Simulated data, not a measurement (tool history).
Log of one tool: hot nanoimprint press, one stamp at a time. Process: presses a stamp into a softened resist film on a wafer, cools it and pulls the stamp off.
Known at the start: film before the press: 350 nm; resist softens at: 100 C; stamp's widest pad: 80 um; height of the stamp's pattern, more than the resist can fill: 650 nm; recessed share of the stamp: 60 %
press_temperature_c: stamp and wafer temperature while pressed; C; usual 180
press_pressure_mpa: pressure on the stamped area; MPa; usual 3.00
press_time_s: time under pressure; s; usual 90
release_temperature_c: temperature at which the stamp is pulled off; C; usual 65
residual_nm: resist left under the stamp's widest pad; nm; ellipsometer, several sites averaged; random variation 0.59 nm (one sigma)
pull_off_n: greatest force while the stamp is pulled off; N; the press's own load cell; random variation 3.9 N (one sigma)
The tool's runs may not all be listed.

run 1 day=0.000 | press_temperature_c=180 press_pressure_mpa=3.00 press_time_s=90 release_temperature_c=65 | residual_nm=142.0 pull_off_n=276
run 2 day=0.683 | press_temperature_c=180 press_pressure_mpa=3.00 press_time_s=90 release_temperature_c=65 | residual_nm=142.2 pull_off_n=265
run 3 day=1.533 | press_temperature_c=180 press_pressure_mpa=3.00 press_time_s=90 release_temperature_c=65 | residual_nm=141.3 pull_off_n=276
run 4 day=2.446 | press_temperature_c=180 press_pressure_mpa=3.50 press_time_s=90 release_temperature_c=65 | residual_nm=129.5 pull_off_n=282
run 5 day=3.212 | press_temperature_c=180 press_pressure_mpa=3.50 press_time_s=90 release_temperature_c=65 | residual_nm=129.1 pull_off_n=280
run 6 day=4.433 | press_temperature_c=180 press_pressure_mpa=3.50 press_time_s=90 release_temperature_c=65 | residual_nm=130.2 pull_off_n=276
-- day=5.504 stamp cleaned and given a new release coat
run 7 day=5.612 | press_temperature_c=180 press_pressure_mpa=3.50 press_time_s=90 release_temperature_c=65 | residual_nm=130.1 pull_off_n=183
run 8 day=6.908 | press_temperature_c=180 press_pressure_mpa=3.50 press_time_s=90 release_temperature_c=65 | residual_nm=130.1 pull_off_n=195
run 9 day=7.883 | press_temperature_c=180 press_pressure_mpa=3.00 press_time_s=90 release_temperature_c=68 | residual_nm=141.8 pull_off_n=193
run 10 day=8.567 | press_temperature_c=180 press_pressure_mpa=3.00 press_time_s=90 release_temperature_c=68 | residual_nm=141.1 pull_off_n=189
run 11 day=9.571 | press_temperature_c=180 press_pressure_mpa=3.00 press_time_s=90 release_temperature_c=65 | residual_nm=140.0 pull_off_n=197
run 12 day=10.762 | press_temperature_c=180 press_pressure_mpa=3.00 press_time_s=90 release_temperature_c=65 | residual_nm=139.9 pull_off_n=196
run 13 day=11.404 | press_temperature_c=180 press_pressure_mpa=3.00 press_time_s=90 release_temperature_c=65 | residual_nm=140.8 pull_off_n=210
run 14 day=12.650 | press_temperature_c=180 press_pressure_mpa=3.00 press_time_s=90 release_temperature_c=65 | residual_nm=140.5 pull_off_n=206
run 15 day=14.138 | press_temperature_c=180 press_pressure_mpa=3.00 press_time_s=90 release_temperature_c=65 | residual_nm=141.5 pull_off_n=207
run 16 day=14.958 | press_temperature_c=180 press_pressure_mpa=2.71 press_time_s=90 release_temperature_c=63 | residual_nm=149.1 pull_off_n=225
run 17 day=16.096 | press_temperature_c=181 press_pressure_mpa=2.71 press_time_s=90 release_temperature_c=63 | residual_nm=144.5 pull_off_n=229
-- day=16.338 plate thermocouple calibrated
run 18 day=17.471 | press_temperature_c=180 press_pressure_mpa=4.06 press_time_s=56 release_temperature_c=52 | residual_nm=137.9 pull_off_n=260
run 19 day=18.758 | press_temperature_c=180 press_pressure_mpa=4.06 press_time_s=56 release_temperature_c=52 | residual_nm=138.1 pull_off_n=255
run 20 day=19.454 | press_temperature_c=180 press_pressure_mpa=3.38 press_time_s=90 release_temperature_c=65 | residual_nm=130.2 pull_off_n=225
run 21 day=20.704 | press_temperature_c=175 press_pressure_mpa=3.51 press_time_s=58 release_temperature_c=57 | residual_nm=175.8 pull_off_n=247

The next listed run, before its measurement:
run 22 day=21.492 | press_temperature_c=180 press_pressure_mpa=3.00 press_time_s=71 release_temperature_c=65 | residual_nm=? pull_off_n=?

residual_nm: 151.4 nm
pull_off_n: 231 N
Without the tool's hidden state the same run would have given residual_nm 151.9 nm, pull_off_n 188 N.
